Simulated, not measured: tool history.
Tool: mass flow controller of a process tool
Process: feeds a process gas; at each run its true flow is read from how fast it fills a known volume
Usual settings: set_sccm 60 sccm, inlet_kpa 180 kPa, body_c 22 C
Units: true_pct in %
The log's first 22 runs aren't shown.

run,day,set_sccm,inlet_kpa,body_c,true_pct
23,64.908,43,180,22,98.10
24,68.400,43,180,22,97.80
25,71.188,13,250,22,97.87
26,73.738,13,250,22,97.78
27,76.167,18,180,20,97.79
28,79.667,19,162,38,95.72
29,82.629,19,162,38,95.70
30,86.854,19,162,38,95.61
31,88.900,19,162,38,95.61
32,92.558,19,162,38,95.34
33,95.321,26,180,28,96.42
34,98.267,81,180,25,97.12
# day 101.938: gauge calibrated
35,101.938,28,189,28,99.34
36,103.825,89,253,29,99.42
37,107.279,89,253,29,99.25
38,109.925,35,157,37,97.96
39,113.492,35,180,22,99.56
40,115.700,60,180,26,99.34
41,118.588,11,157,25,99.03
42,120.679,11,157,25,98.87
43,123.538,17,189,24,98.98
44,125.792,60,180,37,97.81
45,129.804,62,164,21,99.34
46,131.754,62,164,21,99.21
47,135.388,98,180,22,99.30

3 ways to go on from here, each from the tool as it stands after run 47. What would each give?
A,139.042,56,199,22,?
B,139.042,98,149,34,?
C,139.042,98,180,22,?

run,true_pct
A,98.91
B,97.82
C,99.44
Without the tool's hidden state the same runs would have given:
run,true_pct
A,99.98
B,98.88
C,100.51

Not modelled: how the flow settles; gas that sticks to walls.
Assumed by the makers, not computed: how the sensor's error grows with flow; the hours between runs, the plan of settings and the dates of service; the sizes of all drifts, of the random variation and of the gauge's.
